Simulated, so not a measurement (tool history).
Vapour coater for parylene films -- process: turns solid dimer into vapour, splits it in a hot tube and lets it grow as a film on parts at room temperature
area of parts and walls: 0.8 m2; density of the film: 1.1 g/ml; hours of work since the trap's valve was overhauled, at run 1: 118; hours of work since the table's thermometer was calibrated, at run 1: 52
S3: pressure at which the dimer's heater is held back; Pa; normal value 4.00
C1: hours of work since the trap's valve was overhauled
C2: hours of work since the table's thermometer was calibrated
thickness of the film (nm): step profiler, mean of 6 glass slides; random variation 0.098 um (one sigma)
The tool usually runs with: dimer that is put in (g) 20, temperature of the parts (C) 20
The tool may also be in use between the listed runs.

{"run": 1, "hour": 0.0, "dimer that is put in (g)": 20, "temperature of the parts (C)": 20, "S3": 4.0, "C1": 118, "C2": 52, "thickness of the film (nm)": 11930}
{"run": 2, "hour": 13.6, "dimer that is put in (g)": 20, "temperature of the parts (C)": 20, "S3": 4.0, "C1": 127, "C2": 61, "thickness of the film (nm)": 12090}
{"run": 3, "hour": 22.4, "dimer that is put in (g)": 20, "temperature of the parts (C)": 20, "S3": 4.0, "C1": 134, "C2": 68, "thickness of the film (nm)": 11890}
{"run": 4, "hour": 30.1, "dimer that is put in (g)": 20, "temperature of the parts (C)": 20, "S3": 4.0, "C1": 139, "C2": 73, "thickness of the film (nm)": 11960}
{"run": 5, "hour": 44.5, "dimer that is put in (g)": 20, "temperature of the parts (C)": 20, "S3": 4.0, "C1": 149, "C2": 83, "thickness of the film (nm)": 11950}
{"run": 6, "hour": 53.2, "dimer that is put in (g)": 20, "temperature of the parts (C)": 20, "S3": 4.0, "C1": 155, "C2": 89, "thickness of the film (nm)": 11850}
{"run": 7, "hour": 70.2, "dimer that is put in (g)": 20, "temperature of the parts (C)": 20, "S3": 4.0, "C1": 167, "C2": 101, "thickness of the film (nm)": 11990}
{"run": 8, "hour": 81.4, "dimer that is put in (g)": 20, "temperature of the parts (C)": 20, "S3": 4.0, "C1": 175, "C2": 109, "thickness of the film (nm)": 11860}
{"run": 9, "hour": 89.7, "dimer that is put in (g)": 20, "temperature of the parts (C)": 20, "S3": 4.0, "C1": 180, "C2": 114, "thickness of the film (nm)": 11970}
{"run": 10, "hour": 98.5, "dimer that is put in (g)": 20, "temperature of the parts (C)": 20, "S3": 11.1, "C1": 186, "C2": 120, "thickness of the film (nm)": 9480}
{"run": 11, "hour": 108.6, "dimer that is put in (g)": 20, "temperature of the parts (C)": 20, "S3": 3.35, "C1": 193, "C2": 127, "thickness of the film (nm)": 12400}
{"run": 12, "hour": 122.3, "dimer that is put in (g)": 20, "temperature of the parts (C)": 20, "S3": 3.35, "C1": 203, "C2": 137, "thickness of the film (nm)": 12420}
{"run": 13, "hour": 131.2, "dimer that is put in (g)": 20, "temperature of the parts (C)": 20, "S3": 4.0, "C1": 209, "C2": 143, "thickness of the film (nm)": 11930}
{"run": 14, "hour": 145.0, "dimer that is put in (g)": 20, "temperature of the parts (C)": 20, "S3": 4.0, "C1": 219, "C2": 153, "thickness of the film (nm)": 11830}
{"run": 15, "hour": 154.1, "dimer that is put in (g)": 20, "temperature of the parts (C)": 20, "S3": 4.0, "C1": 225, "C2": 159, "thickness of the film (nm)": 11850}
{"run": 16, "hour": 163.4, "dimer that is put in (g)": 20, "temperature of the parts (C)": 20, "S3": 4.0, "C1": 231, "C2": 165, "thickness of the film (nm)": 12090}
{"run": 17, "hour": 172.3, "dimer that is put in (g)": 20, "temperature of the parts (C)": 20, "S3": 4.0, "C1": 238, "C2": 172, "thickness of the film (nm)": 12010}
{"run": 18, "hour": 179.5, "dimer that is put in (g)": 20, "temperature of the parts (C)": 20, "S3": 4.0, "C1": 243, "C2": 177, "thickness of the film (nm)": 12000}
{"run": 19, "hour": 189.3, "dimer that is put in (g)": 20, "temperature of the parts (C)": 20, "S3": 9.09, "C1": 249, "C2": 183, "thickness of the film (nm)": 9990}
{"run": 20, "hour": 203.2, "dimer that is put in (g)": 25, "temperature of the parts (C)": 20, "S3": 9.09, "C1": 259, "C2": 193, "thickness of the film (nm)": 12400}
{"run": 21, "hour": 217.5, "dimer that is put in (g)": 25, "temperature of the parts (C)": 20, "S3": 9.09, "C1": 269, "C2": 203, "thickness of the film (nm)": 12380}
{"hour": 222.4, "done": "trap's valve overhauled"}
{"run": 22, "hour": 234.4, "dimer that is put in (g)": 25, "temperature of the parts (C)": 25, "S3": 9.09, "C1": 8, "C2": 212, "thickness of the film (nm)": 11030}
{"run": 23, "hour": 243.7, "dimer that is put in (g)": 25, "temperature of the parts (C)": 25, "S3": 9.09, "C1": 15, "C2": 218, "thickness of the film (nm)": 11100}
{"run": 24, "hour": 256.5, "dimer that is put in (g)": 25, "temperature of the parts (C)": 25, "S3": 9.09, "C1": 24, "C2": 227, "thickness of the film (nm)": 11290}
{"run": 25, "hour": 267.3, "dimer that is put in (g)": 25, "temperature of the parts (C)": 24, "S3": 4.68, "C1": 31, "C2": 235, "thickness of the film (nm)": 13080}
{"run": 26, "hour": 283.5, "dimer that is put in (g)": 33, "temperature of the parts (C)": 13, "S3": 4.0, "C1": 42, "C2": 246, "thickness of the film (nm)": 23580}
{"run": 27, "hour": 296.8, "dimer that is put in (g)": 33, "temperature of the parts (C)": 13, "S3": 4.0, "C1": 52, "C2": 255, "thickness of the film (nm)": 23440}
{"run": 28, "hour": 306.7, "dimer that is put in (g)": 35, "temperature of the parts (C)": 21, "S3": 3.35, "C1": 59, "C2": 262, "thickness of the film (nm)": 21000}
{"run": 29, "hour": 318.6, "dimer that is put in (g)": 26, "temperature of the parts (C)": 21, "S3": 6.99, "C1": 67, "C2": 270, "thickness of the film (nm)": 13540}
{"run": 30, "hour": 330.9, "dimer that is put in (g)": 20, "temperature of the parts (C)": 28, "S3": 2.66, "C1": 75, "C2": 279, "thickness of the film (nm)": 10700}
{"run": 31, "hour": 342.2, "dimer that is put in (g)": 31, "temperature of the parts (C)": 15, "S3": 2.69, "C1": 83, "C2": 287, "thickness of the film (nm)": 22720}
{"run": 32, "hour": 352.0, "dimer that is put in (g)": 15, "temperature of the parts (C)": 23, "S3": 2.71, "C1": 90, "C2": 294, "thickness of the film (nm)": 8940}
{"run": 33, "hour": 360.7, "dimer that is put in (g)": 25, "temperature of the parts (C)": 20, "S3": 4.0, "C1": 96, "C2": 300, "thickness of the film (nm)": 15060}
{"run": 34, "hour": 375.2, "dimer that is put in (g)": 29, "temperature of the parts (C)": 30, "S3": 2.84, "C1": 106, "C2": 310, "thickness of the film (nm)": 14610}
{"run": 35, "hour": 384.1, "dimer that is put in (g)": 20, "temperature of the parts (C)": 12, "S3": 4.0, "C1": 112, "C2": 316, "thickness of the film (nm)": 14590}
{"run": 36, "hour": 394.7, "dimer that is put in (g)": 20, "temperature of the parts (C)": 12, "S3": 4.0, "C1": 120, "C2": 323, "thickness of the film (nm)": 14540}
{"run": 37, "hour": 406.7, "dimer that is put in (g)": 22, "temperature of the parts (C)": 17, "S3": 4.0, "C1": 128, "C2": 332, "thickness of the film (nm)": 14090}
{"run": 38, "hour": 414.7, "dimer that is put in (g)": 13, "temperature of the parts (C)": 13, "S3": 10.36, "C1": 134, "C2": 337, "thickness of the film (nm)": 7570}
{"run": 39, "hour": 426.1, "dimer that is put in (g)": 20, "temperature of the parts (C)": 24, "S3": 4.78, "C1": 141, "C2": 345, "thickness of the film (nm)": 10450}
{"run": 40, "hour": 438.3, "dimer that is put in (g)": 20, "temperature of the parts (C)": 24, "S3": 4.78, "C1": 150, "C2": 354, "thickness of the film (nm)": 10330}
{"run": 41, "hour": 451.8, "dimer that is put in (g)": 20, "temperature of the parts (C)": 20, "S3": 3.36, "C1": 159, "C2": 363, "thickness of the film (nm)": 12300}
{"run": 42, "hour": 461.5, "dimer that is put in (g)": 20, "temperature of the parts (C)": 20, "S3": 3.66, "C1": 166, "C2": 370, "thickness of the film (nm)": 12290}
{"run": 43, "hour": 475.5, "dimer that is put in (g)": 14, "temperature of the parts (C)": 20, "S3": 7.38, "C1": 176, "C2": 379, "thickness of the film (nm)": 7350}
{"run": 44, "hour": 491.1, "dimer that is put in (g)": 14, "temperature of the parts (C)": 20, "S3": 7.38, "C1": 187, "C2": 390, "thickness of the film (nm)": 7220}
{"run": 45, "hour": 504.9, "dimer that is put in (g)": 14, "temperature of the parts (C)": 20, "S3": 7.38, "C1": 196, "C2": 400, "thickness of the film (nm)": 7320}
{"run": 46, "hour": 517.5, "dimer that is put in (g)": 20, "temperature of the parts (C)": 30, "S3": 8.55, "C1": 205, "C2": 409, "thickness of the film (nm)": 7920}

Hidden condition of the tool, last listed run before each entry between runs versus first listed run after:
Between runs 21 and 22: trap's valve overhauled (hour 222.4)
  vapour lost through the trap's worn valve, %: 0.2 -> 0

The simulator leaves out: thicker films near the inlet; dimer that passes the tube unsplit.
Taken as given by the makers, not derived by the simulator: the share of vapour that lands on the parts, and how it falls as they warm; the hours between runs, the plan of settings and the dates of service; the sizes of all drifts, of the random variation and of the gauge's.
